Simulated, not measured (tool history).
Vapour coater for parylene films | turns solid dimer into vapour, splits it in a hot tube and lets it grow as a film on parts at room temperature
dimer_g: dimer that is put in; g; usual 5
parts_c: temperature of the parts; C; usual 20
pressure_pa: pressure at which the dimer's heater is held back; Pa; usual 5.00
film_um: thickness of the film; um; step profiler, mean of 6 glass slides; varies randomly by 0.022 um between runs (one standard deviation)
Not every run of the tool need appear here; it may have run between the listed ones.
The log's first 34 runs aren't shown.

run 35 hour=1357.7 | dimer_g=3 parts_c=19 pressure_pa=5.00 | film_um=2.67
run 36 hour=1403.3 | dimer_g=5 parts_c=20 pressure_pa=11.18 | film_um=3.81
-- hour=1419.0 table's thermometer calibrated
run 37 hour=1453.7 | dimer_g=4 parts_c=20 pressure_pa=6.45 | film_um=3.31
-- hour=1480.2 trap's valve overhauled
run 38 hour=1480.2 | dimer_g=5 parts_c=15 pressure_pa=2.19 | film_um=5.46
-- hour=1510.7 gauge calibrated
run 39 hour=1529.9 | dimer_g=3 parts_c=28 pressure_pa=4.20 | film_um=2.14
run 40 hour=1559.6 | dimer_g=2 parts_c=30 pressure_pa=3.53 | film_um=1.38
run 41 hour=1596.2 | dimer_g=2 parts_c=30 pressure_pa=3.53 | film_um=1.38
run 42 hour=1623.5 | dimer_g=5 parts_c=20 pressure_pa=9.42 | film_um=4.06
run 43 hour=1655.8 | dimer_g=4 parts_c=20 pressure_pa=5.00 | film_um=3.53
run 44 hour=1684.3 | dimer_g=4 parts_c=12 pressure_pa=10.81 | film_um=4.04
run 45 hour=1721.5 | dimer_g=5 parts_c=17 pressure_pa=8.86 | film_um=4.49
run 46 hour=1756.8 | dimer_g=5 parts_c=17 pressure_pa=8.86 | film_um=4.45

3 options for the next run, each taken on its own from the tool as it stands now. Forecast them:
run A hour=1805.5 | dimer_g=4 parts_c=17 pressure_pa=8.86 | film_um=?
run B hour=1805.5 | dimer_g=3 parts_c=20 pressure_pa=6.09 | film_um=?
run C hour=1805.5 | dimer_g=3 parts_c=17 pressure_pa=8.86 | film_um=?

run=A film_um=3.56
run=B film_um=2.56
run=C film_um=2.65
Without the tool's unlogged condition, the same runs would have read:
run=A film_um=3.59
run=B film_um=2.58
run=C film_um=2.67
